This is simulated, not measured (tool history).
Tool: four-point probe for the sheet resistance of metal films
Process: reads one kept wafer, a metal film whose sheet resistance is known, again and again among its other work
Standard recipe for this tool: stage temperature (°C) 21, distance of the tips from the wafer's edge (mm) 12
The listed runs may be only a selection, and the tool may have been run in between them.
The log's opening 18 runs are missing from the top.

run,day,stage temperature (°C),distance of the tips from the wafer's edge (mm),touches since the probe head was changed,hours of work since the stage's thermometer was calibrated,sheet resistance as the instrument gives it (ohm/square)
19,21.779,32,4,36072,1027,3.219930
20,22.879,32,4,37307,1047,3.219579
21,24.667,32,4,39316,1079,3.219436
22,26.521,18,11,41400,1112,3.183117
23,28.133,18,11,43213,1141,3.183153
24,29.071,29,14,44263,1158,3.193571
25,29.875,29,14,45171,1172,3.191705
26,30.996,29,14,46428,1192,3.193197
27,32.012,30,14,47569,1210,3.192922
28,33.254,34,14,48965,1233,3.198573
29,34.288,34,14,50128,1251,3.197686
30,35.629,24,5,51633,1275,3.202234
31,37.100,23,44,53288,1302,3.185152
32,38.325,21,7,54663,1324,3.191743
33,39.204,33,16,55649,1339,3.196751
34,41.067,33,16,57743,1373,3.197317

Here are 3 independent what-if runs from the current tool condition. What would each one return?
A,42.088,18,19,58889,1391,?
B,42.088,21,9,58889,1391,?
C,42.088,31,12,58889,1391,?

run,sheet resistance as the instrument gives it (ohm/square)
A,3.181680
B,3.188198
C,3.195506
Take away the tool's hidden state, keep each run's random variation, and the runs would have read:
run,sheet resistance as the instrument gives it (ohm/square)
A,3.181925
B,3.188443
C,3.195749
